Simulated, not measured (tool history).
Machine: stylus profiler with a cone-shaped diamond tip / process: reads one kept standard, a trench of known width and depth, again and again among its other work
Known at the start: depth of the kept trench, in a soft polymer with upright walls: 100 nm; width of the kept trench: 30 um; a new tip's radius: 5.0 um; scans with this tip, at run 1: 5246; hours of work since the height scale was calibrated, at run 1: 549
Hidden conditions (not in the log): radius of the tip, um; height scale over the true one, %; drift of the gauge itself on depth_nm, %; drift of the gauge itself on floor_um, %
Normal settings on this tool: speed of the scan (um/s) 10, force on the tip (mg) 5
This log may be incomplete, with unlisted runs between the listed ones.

run	hour	speed of the scan (um/s)	force on the tip (mg)	scans with this tip	hours of work since the height scale was calibrated	depth of the trench (Å)	width of the trench's floor (nm)
1	0	10	5	5246	549	1016.9	27970
2	28.2	10	5	5412	566	1016.5	27990
3	89.6	10	5	5773	604	1016.4	27970
4	148.2	10	5	6118	640	1016.8	27990
5	205.2	10	5	6453	675	1016.3	27990
6	265.3	10	5	6807	712	1016	28020
7	299.4	10	4.52	7007	733	1015.8	27960
8	355.5	10	4.52	7337	768	1015.2	27990
9	410.7	10	4.52	7663	802	1015.7	28000
10	451.3	10	5	7901	827	1017.1	28020
11	509.1	10	5	8241	863	1016.2	28010
12	553.8	10	5	8504	890	1017.1	27990
13	595.6	10	5	8750	916	1018.1	27960
14	638.6	10	5	9003	942	1016.9	28010
15	686.2	10	5	9283	972	1016.8	27930
16	716.1	5	5	9459	990	1016.6	27970
17	750	15	10.79	9658	1011	1027.9	27960
18	779.9	4	3.13	9835	1029	1011.7	27950
19	828.4	3	5	10120	1059	1016.6	28020
20	866.4	3	1.79	10343	1083	1008.1	27980
21	921.9	9	2.23	10670	1117	1009.5	27920
22	970.2	9	2.23	10954	1147	1009.4	28000
23	998.4	9	2.23	11120	1164	1010	27980
24	1055	27	10.62	11453	1199	1027.1	27950
25	1121.1	14	2.86	11842	1239	1012	27910
26	1162.7	17	1.78	12087	1265	1008.3	27920
27	1189.5	17	1.78	12244	1282	1008.7	27940
28	1248.9	19	7.65	12594	1318	1023.1	27990
29	1307.6	19	8.85	12939	1354	1023.7	27920
# hour 1353.6: height scale calibrated on a step standard
30	1373.5	31	13.3	13324	12	1033	27990
31	1411.3	20	2.65	13546	36	1011.6	27850
32	1475	20	2.65	13921	75	1011.2	27950

Here are 5 independent what-if runs from the current tool condition. What would each one return?
A	1527.5	10	8.66	14230	107	?	?
B	1527.5	6	2.65	14230	107	?	?
C	1527.5	3	7.81	14230	107	?	?
D	1527.5	11	13.45	14230	107	?	?
E	1527.5	4	9.05	14230	107	?	?

run	depth of the trench (Å)	width of the trench's floor (nm)
A	1024.2	28030
B	1010.9	27950
C	1022.6	28020
D	1032.4	27950
E	1025.7	27950
Take away the tool's hidden state, keep each run's random variation, and the runs would have read:
run	depth of the trench (Å)	width of the trench's floor (nm)
A	1024.2	28040
B	1010.9	27960
C	1022.6	28030
D	1032.4	27950
E	1025.7	27960

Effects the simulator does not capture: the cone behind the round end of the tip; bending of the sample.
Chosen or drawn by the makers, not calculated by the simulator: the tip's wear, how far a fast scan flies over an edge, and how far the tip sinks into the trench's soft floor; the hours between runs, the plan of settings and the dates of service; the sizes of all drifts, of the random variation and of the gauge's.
